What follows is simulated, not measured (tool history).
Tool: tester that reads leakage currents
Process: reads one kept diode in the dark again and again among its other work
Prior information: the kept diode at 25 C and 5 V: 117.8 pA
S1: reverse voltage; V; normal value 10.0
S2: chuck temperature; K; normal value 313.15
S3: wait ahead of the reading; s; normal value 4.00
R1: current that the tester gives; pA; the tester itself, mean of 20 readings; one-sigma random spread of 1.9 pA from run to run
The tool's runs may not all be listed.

| run | hour | S1 | S2 | S3 | R1 |
|---|---|---|---|---|---|
| 1 | 0.0 | 10.0 | 313.15 | 4.00 | 663.60 |
| 2 | 62.1 | 10.0 | 313.15 | 4.00 | 665.58 |
| 3 | 95.3 | 10.0 | 313.15 | 4.00 | 668.23 |
| 4 | 164.0 | 10.0 | 313.15 | 4.00 | 670.92 |
|  | 199.2 | probe card cleaned and baked |
| 5 | 240.4 | 10.0 | 313.15 | 4.00 | 658.50 |
| 6 | 318.9 | 10.0 | 313.15 | 4.00 | 659.24 |
| 7 | 394.9 | 10.0 | 313.15 | 4.00 | 663.92 |
| 8 | 464.2 | 10.0 | 313.15 | 0.61 | 664.44 |
| 9 | 515.2 | 10.0 | 313.15 | 0.61 | 669.36 |
| 10 | 566.7 | 10.0 | 297.15 | 4.00 | 161.80 |
| 11 | 639.2 | 10.0 | 297.15 | 4.00 | 163.76 |
| 12 | 679.4 | 10.0 | 297.15 | 4.00 | 164.43 |
| 13 | 739.8 | 10.0 | 297.15 | 4.00 | 164.68 |
| 14 | 796.8 | 10.0 | 297.15 | 4.00 | 166.08 |
| 15 | 868.6 | 10.0 | 297.15 | 4.00 | 166.30 |
| 16 | 943.6 | 10.0 | 297.15 | 4.00 | 167.62 |
| 17 | 1011.6 | 10.0 | 297.15 | 1.05 | 168.78 |
| 18 | 1078.6 | 10.0 | 303.15 | 4.00 | 291.04 |
| 19 | 1151.6 | 10.0 | 303.15 | 4.00 | 291.07 |
| 20 | 1217.1 | 3.3 | 313.15 | 4.00 | 379.74 |
| 21 | 1284.5 | 2.5 | 295.15 | 8.50 | 66.88 |
| 22 | 1326.3 | 10.0 | 313.15 | 4.82 | 690.50 |
| 23 | 1367.0 | 8.5 | 319.15 | 1.01 | 1045.97 |
| 24 | 1426.5 | 8.5 | 319.15 | 1.01 | 1043.55 |
| 25 | 1473.5 | 8.5 | 319.15 | 1.01 | 1048.67 |
| 26 | 1508.1 | 8.5 | 319.15 | 1.01 | 1048.31 |
| 27 | 1558.6 | 4.7 | 313.15 | 7.33 | 468.70 |
| 28 | 1615.2 | 1.9 | 308.15 | 4.21 | 188.01 |
| 29 | 1652.2 | 18.1 | 316.15 | 1.78 | 1245.08 |
| 30 | 1702.6 | 5.7 | 300.15 | 4.00 | 169.55 |
| 31 | 1775.6 | 5.7 | 300.15 | 4.00 | 169.98 |
| 32 | 1824.6 | 5.7 | 300.15 | 4.00 | 170.48 |
| 33 | 1884.2 | 5.7 | 294.15 | 0.80 | 101.19 |
| 34 | 1944.1 | 3.2 | 313.15 | 0.34 | 389.33 |
| 35 | 2017.0 | 3.2 | 313.15 | 0.34 | 392.21 |
|  | 2078.5 | chuck's temperature calibrated |
| 36 | 2078.7 | 3.2 | 313.15 | 0.34 | 359.50 |
| 37 | 2119.9 | 3.2 | 313.15 | 0.34 | 360.66 |
| 38 | 2195.0 | 15.0 | 314.15 | 1.94 | 896.37 |
| 39 | 2261.6 | 1.8 | 308.15 | 0.77 | 173.59 |

Alternative continuations, all from the tool just after run 39; predict every row:
| A | 2299.5 | 1.4 | 294.15 | 4.00 | ? |
| B | 2299.5 | 10.0 | 313.15 | 0.57 | ? |
| C | 2299.5 | 1.9 | 321.15 | 0.44 | ? |
| D | 2299.5 | 6.1 | 313.15 | 2.22 | ? |

| run | R1 |
|---|---|
| A | 43.14 |
| B | 669.93 |
| C | 526.61 |
| D | 512.53 |
Without the tool's unlogged condition, the same runs would have read:
| run | R1 |
|---|---|
| A | 41.00 |
| B | 649.98 |
| C | 517.30 |
| D | 498.77 |

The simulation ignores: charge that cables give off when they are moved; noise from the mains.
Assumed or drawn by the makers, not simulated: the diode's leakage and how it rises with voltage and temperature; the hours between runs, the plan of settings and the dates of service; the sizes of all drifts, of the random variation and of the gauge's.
